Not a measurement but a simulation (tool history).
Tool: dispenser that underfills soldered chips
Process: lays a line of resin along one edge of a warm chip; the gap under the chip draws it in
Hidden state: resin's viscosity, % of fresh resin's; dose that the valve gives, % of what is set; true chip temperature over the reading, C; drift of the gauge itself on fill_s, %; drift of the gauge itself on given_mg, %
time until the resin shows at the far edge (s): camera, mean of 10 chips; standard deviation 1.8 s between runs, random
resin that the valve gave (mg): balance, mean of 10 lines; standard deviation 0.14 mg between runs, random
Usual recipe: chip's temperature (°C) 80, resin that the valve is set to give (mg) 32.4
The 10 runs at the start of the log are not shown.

run	hour	chip's temperature (°C)	resin that the valve is set to give (mg)	hours of work since the syringe was changed	hours of work since the valve was cleaned	hours of work since the stage was calibrated	time until the resin shows at the far edge (s)	resin that the valve gave (mg)
# hour 41.8: new syringe of resin
11	42.6	80	32.4	1	89	108	184.4	30.5
12	46.7	80	40.3	4	92	111	240.1	37.79
13	50.7	80	32.4	7	95	114	313.2	30.26
# hour 51.6: new syringe of resin
14	55	86	32.4	3	98	117	185.9	30.25
15	57.6	86	32.4	5	100	119	222.5	30.13
# hour 61.7: new syringe of resin
16	63	91	32.5	1	104	123	142.2	29.99
17	66.2	91	32.4	3	107	125	174.5	30.12
# hour 71.3: new syringe of resin
18	71.7	70	32.4	0	111	129	244.1	29.98
19	76.8	79	33.8	4	115	133	258.2	31.15
20	79.9	79	33.8	7	117	136	314.2	30.93
# hour 81.1: new syringe of resin
21	83.4	88	29.8	2	120	138	167.3	27.21
22	86.7	74	30.6	4	122	141	314	27.96
23	89.6	95	36.8	7	124	143	199.3	33.59
# hour 90.7: new syringe of resin
24	95.4	70	41.3	4	129	147	322.3	37.85
25	99	70	41.3	6	131	150	409.2	37.61
# hour 100.5: new syringe of resin
# hour 105.7: dispensing valve cleaned and set on the balance
26	105.8	92	30.7	3	0	154	165.2	30.53
27	110	89	41	7	3	157	234.3	40.86
# hour 111.2: new syringe of resin
28	115.9	89	41	4	8	162	185.4	40.77
# hour 121.3: new syringe of resin
29	121.6	89	41	0	12	166	132.9	40.34
30	126.6	81	32.4	4	16	170	239.6	31.85

Predict each of these 3 candidate next runs independently; none follows another, all start after run 30:
# hour 131: new syringe of resin
A	131.5	83	40.7	0	19	173	?	?
# hour 131: new syringe of resin
B	131.5	94	41.6	0	19	173	?	?
# hour 131: new syringe of resin
C	131.5	90	34.6	0	19	173	?	?

run	time until the resin shows at the far edge (s)	resin that the valve gave (mg)
A	173.1	40.45
B	121.8	40.9
C	138.9	34.29
With no hidden state in the tool, these same runs would have given:
run	time until the resin shows at the far edge (s)	resin that the valve gave (mg)
A	161.1	41.01
B	113.5	41.48
C	129.4	34.77
